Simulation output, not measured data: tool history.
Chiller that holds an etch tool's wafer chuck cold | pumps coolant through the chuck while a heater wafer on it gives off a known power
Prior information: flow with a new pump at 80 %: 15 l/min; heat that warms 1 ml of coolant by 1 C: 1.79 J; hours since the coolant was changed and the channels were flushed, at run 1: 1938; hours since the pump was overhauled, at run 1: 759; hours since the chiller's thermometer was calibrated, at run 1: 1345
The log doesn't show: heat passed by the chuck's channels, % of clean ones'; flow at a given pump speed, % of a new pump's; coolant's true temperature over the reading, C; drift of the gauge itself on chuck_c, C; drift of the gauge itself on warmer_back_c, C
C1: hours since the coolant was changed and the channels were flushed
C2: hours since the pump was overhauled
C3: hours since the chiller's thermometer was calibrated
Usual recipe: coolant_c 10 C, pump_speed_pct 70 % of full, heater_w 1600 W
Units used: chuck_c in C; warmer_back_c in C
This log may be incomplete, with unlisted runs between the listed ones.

Run 1, hour 0.0: usual settings; C1 1938; C2 759; C3 1345. Result: chuck_c 24.4 C, warmer_back_c 4.19 C.
Run 2, hour 50.2: usual settings but heater_w 2248 W; C1 1988; C2 809; C3 1395. Result: chuck_c 30.1 C, warmer_back_c 5.83 C.
Run 3, hour 83.9: usual settings but heater_w 2248 W; C1 2022; C2 843; C3 1428. Result: chuck_c 30.0 C, warmer_back_c 5.87 C.
Run 4, hour 124.7: usual settings but coolant_c 20 C, heater_w 2248 W; C1 2062; C2 884; C3 1469. Result: chuck_c 40.0 C, warmer_back_c 5.86 C.
Run 5, hour 195.3: usual settings but coolant_c 20 C, heater_w 2248 W; C1 2133; C2 954; C3 1540. Result: chuck_c 39.9 C, warmer_back_c 5.85 C.
Run 6, hour 250.5: usual settings but coolant_c 20 C, heater_w 2248 W; C1 2188; C2 1010; C3 1595. Result: chuck_c 40.1 C, warmer_back_c 5.82 C.
Run 7, hour 293.2: usual settings but coolant_c 20 C, heater_w 2248 W; C1 2231; C2 1052; C3 1638. Result: chuck_c 40.0 C, warmer_back_c 5.77 C.
Run 8, hour 348.9: usual settings but pump_speed_pct 69 % of full; C1 2287; C2 1108; C3 1693. Result: chuck_c 24.7 C, warmer_back_c 4.25 C.
Run 9, hour 396.6: usual settings but pump_speed_pct 69 % of full; C1 2334; C2 1156; C3 1741. Result: chuck_c 24.5 C, warmer_back_c 4.26 C.
Run 10, hour 467.0: usual settings but pump_speed_pct 69 % of full; C1 2405; C2 1226; C3 1811. Result: chuck_c 24.6 C, warmer_back_c 4.21 C.
Run 11, hour 502.4: usual settings but pump_speed_pct 69 % of full; C1 2440; C2 1261; C3 1847. Result: chuck_c 24.7 C, warmer_back_c 4.24 C.
Run 12, hour 566.1: usual settings but pump_speed_pct 69 % of full; C1 2504; C2 1325; C3 1911. Result: chuck_c 24.6 C, warmer_back_c 4.22 C.
Run 13, hour 628.0: usual settings but coolant_c 18 C, pump_speed_pct 69 % of full; C1 2566; C2 1387; C3 1973. Result: chuck_c 32.6 C, warmer_back_c 4.21 C.
Run 14, hour 675.8: usual settings but heater_w 906 W; C1 2613; C2 1435; C3 2020. Result: chuck_c 18.2 C, warmer_back_c 2.37 C.
Run 15, hour 706.8: usual settings but heater_w 906 W; C1 2645; C2 1466; C3 2051. Result: chuck_c 18.3 C, warmer_back_c 2.36 C.
Run 16, hour 774.2: usual settings but heater_w 906 W; C1 2712; C2 1533; C3 2119. Result: chuck_c 18.3 C, warmer_back_c 2.37 C.
Run 17, hour 817.0: usual settings but heater_w 906 W; C1 2755; C2 1576; C3 2161. Result: chuck_c 18.3 C, warmer_back_c 2.36 C.
Run 18, hour 871.7: usual settings but coolant_c 14 C, pump_speed_pct 72 % of full, heater_w 1259 W; C1 2809; C2 1631; C3 2216. Result: chuck_c 25.3 C, warmer_back_c 3.20 C.
Run 19, hour 923.8: usual settings but coolant_c 14 C, pump_speed_pct 72 % of full, heater_w 1259 W; C1 2862; C2 1683; C3 2268. Result: chuck_c 25.2 C, warmer_back_c 3.23 C.
Run 20, hour 956.5: usual settings but pump_speed_pct 71 % of full, heater_w 997 W; C1 2894; C2 1715; C3 2301. Result: chuck_c 18.9 C, warmer_back_c 2.53 C.
Run 21, hour 1013.5: usual settings but pump_speed_pct 82 % of full, heater_w 1737 W; C1 2951; C2 1772; C3 2358. Result: chuck_c 24.1 C, warmer_back_c 3.83 C.
Run 22, hour 1084.4: usual settings but coolant_c 3 C, heater_w 953 W; C1 3022; C2 1843; C3 2429. Result: chuck_c 11.9 C, warmer_back_c 2.42 C.
Run 23, hour 1151.8: usual settings but coolant_c 3 C, pump_speed_pct 87 % of full, heater_w 1869 W; C1 3090; C2 1911; C3 2496. Result: chuck_c 17.7 C, warmer_back_c 3.85 C.
Run 24, hour 1187.9: usual settings but coolant_c 1 C, pump_speed_pct 82 % of full; C1 3126; C2 1947; C3 2532. Result: chuck_c 14.1 C, warmer_back_c 3.56 C.
Run 25, hour 1239.9: usual settings but coolant_c 7 C, pump_speed_pct 77 % of full, heater_w 1962 W; C1 3178; C2 1999; C3 2584. Result: chuck_c 23.6 C, warmer_back_c 4.63 C.
Run 26, hour 1277.3: usual settings but coolant_c 7 C, pump_speed_pct 77 % of full, heater_w 1962 W; C1 3215; C2 2036; C3 2622. Result: chuck_c 23.9 C, warmer_back_c 4.66 C.
Run 27, hour 1318.3: usual settings but coolant_c 7 C, pump_speed_pct 77 % of full, heater_w 1962 W; C1 3256; C2 2077; C3 2663. Result: chuck_c 23.8 C, warmer_back_c 4.59 C.
Run 28, hour 1389.5: usual settings but pump_speed_pct 61 % of full; C1 3327; C2 2149; C3 2734. Result: chuck_c 26.4 C, warmer_back_c 4.86 C.
Run 29, hour 1432.7: usual settings but coolant_c 19 C, pump_speed_pct 85 % of full, heater_w 1109 W; C1 3370; C2 2192; C3 2777. Result: chuck_c 27.9 C, warmer_back_c 2.35 C.
Run 30, hour 1466.7: usual settings but coolant_c 19 C, heater_w 879 W; C1 3404; C2 2226; C3 2811. Result: chuck_c 27.1 C, warmer_back_c 2.30 C.
Run 31, hour 1514.7: usual settings but coolant_c 19 C, heater_w 879 W; C1 3452; C2 2274; C3 2859. Result: chuck_c 27.1 C, warmer_back_c 2.31 C.
Run 32, hour 1576.2: usual settings but coolant_c 19 C, heater_w 879 W; C1 3514; C2 2335; C3 2921. Result: chuck_c 27.1 C, warmer_back_c 2.32 C.

A few steps of chuck_c between consecutive runs. Split each: what settings, incoming material and random variation would produce without the hidden state, and what is left over for the hidden state, along with gauge scatter present in only one of the two compared results (measured, and without hidden state):
Run 7 -> 8: coolant_c 20 -> 10, pump_speed_pct 70 -> 69, heater_w 2248 -> 1600. chuck_c -15.3 C: hidden state -0.2, all else -15.1.
Run 13 -> 14: coolant_c 18 -> 10, pump_speed_pct 69 -> 70, heater_w 1600 -> 906. chuck_c -14.4 C: hidden state -0.3, all else -14.1.
Run 21 -> 22: coolant_c 10 -> 3, pump_speed_pct 82 -> 70, heater_w 1737 -> 953. chuck_c -12.2 C: hidden state -0.3, all else -11.9.
Run 22 -> 23: pump_speed_pct 70 -> 87, heater_w 953 -> 1869. chuck_c +5.8 C: hidden state +0.4, all else +5.4.
Run 28 -> 29: coolant_c 10 -> 19, pump_speed_pct 61 -> 85, heater_w 1600 -> 1109. chuck_c +1.5 C: hidden state -0.4, all else +1.9.
